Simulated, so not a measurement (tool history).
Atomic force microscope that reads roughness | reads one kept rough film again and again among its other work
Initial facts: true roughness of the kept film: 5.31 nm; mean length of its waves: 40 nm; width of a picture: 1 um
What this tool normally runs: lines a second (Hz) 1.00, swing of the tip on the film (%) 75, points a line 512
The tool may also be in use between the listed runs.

run,hour,lines a second (Hz),swing of the tip on the film (%),points a line,roughness of the kept film (nm (root mean square))
1,0.0,1.00,75,512,4.329
# hour 21.9: new tip fitted
2,30.5,1.00,75,512,4.751
3,57.4,1.00,75,512,4.703
4,89.0,1.00,75,512,4.588
5,135.4,1.00,75,512,4.526
6,159.3,1.00,75,512,4.497
7,205.8,1.00,75,512,4.384
8,227.7,1.00,75,512,4.363
9,267.4,1.56,75,512,4.184
# hour 274.6: new tip fitted
10,305.4,1.00,75,512,4.655
11,333.2,1.00,75,296,4.600
12,365.7,1.00,72,296,4.548
13,409.7,1.00,72,296,4.465
14,433.9,1.00,75,512,4.401
15,477.9,1.00,75,512,4.352
# hour 481.6: height scale calibrated on a step standard
16,520.7,1.00,75,512,4.259
# hour 524.5: new tip fitted
# hour 551.2: height scale calibrated on a step standard, once more
17,566.2,1.00,75,512,4.642
18,609.5,1.00,75,512,4.517
19,631.5,1.20,75,512,4.472
20,654.7,1.00,75,371,4.452
21,674.4,1.00,75,512,4.405
22,708.2,1.00,61,512,4.466
23,750.5,1.00,61,512,4.380
# hour 777.2: new tip fitted
24,782.0,1.00,61,512,4.844
25,813.3,1.00,61,374,4.775
26,836.9,1.00,61,374,4.733
27,881.5,3.94,80,512,3.853
28,918.3,3.94,80,512,3.829
29,952.8,1.00,55,746,4.517
30,990.8,1.00,55,746,4.445
31,1019.5,1.00,55,746,4.450
# hour 1026.6: new tip fitted
32,1047.5,1.00,55,746,4.826
33,1075.0,1.00,55,746,4.806
34,1099.8,1.00,55,746,4.783
35,1145.8,1.00,55,746,4.635
36,1187.6,1.56,75,827,4.383
37,1216.8,1.56,75,827,4.272
38,1262.6,0.78,61,537,4.438
# hour 1277.0: new tip fitted
39,1296.6,0.62,79,340,4.725
40,1341.2,0.62,79,340,4.630
41,1362.1,0.80,75,379,4.587
42,1382.2,1.00,80,512,4.431
43,1416.6,1.57,65,353,4.471
44,1441.2,1.57,65,353,4.403
45,1487.7,1.28,65,353,4.358
# hour 1527.2: new tip fitted
46,1529.6,1.28,65,353,4.774
47,1575.2,2.61,65,550,4.552

Here are 4 independent what-if runs from the current tool condition. What would each one return?
A,1604.6,1.00,75,997,?
B,1604.6,3.73,65,550,?
C,1604.6,0.56,77,550,?
D,1604.6,3.27,74,512,?

run,roughness of the kept film (nm (root mean square))
A,4.596
B,4.388
C,4.661
D,4.194
Without the tool's unlogged condition, the same runs would have read:
run,roughness of the kept film (nm (root mean square))
A,4.791
B,4.573
C,4.858
D,4.372

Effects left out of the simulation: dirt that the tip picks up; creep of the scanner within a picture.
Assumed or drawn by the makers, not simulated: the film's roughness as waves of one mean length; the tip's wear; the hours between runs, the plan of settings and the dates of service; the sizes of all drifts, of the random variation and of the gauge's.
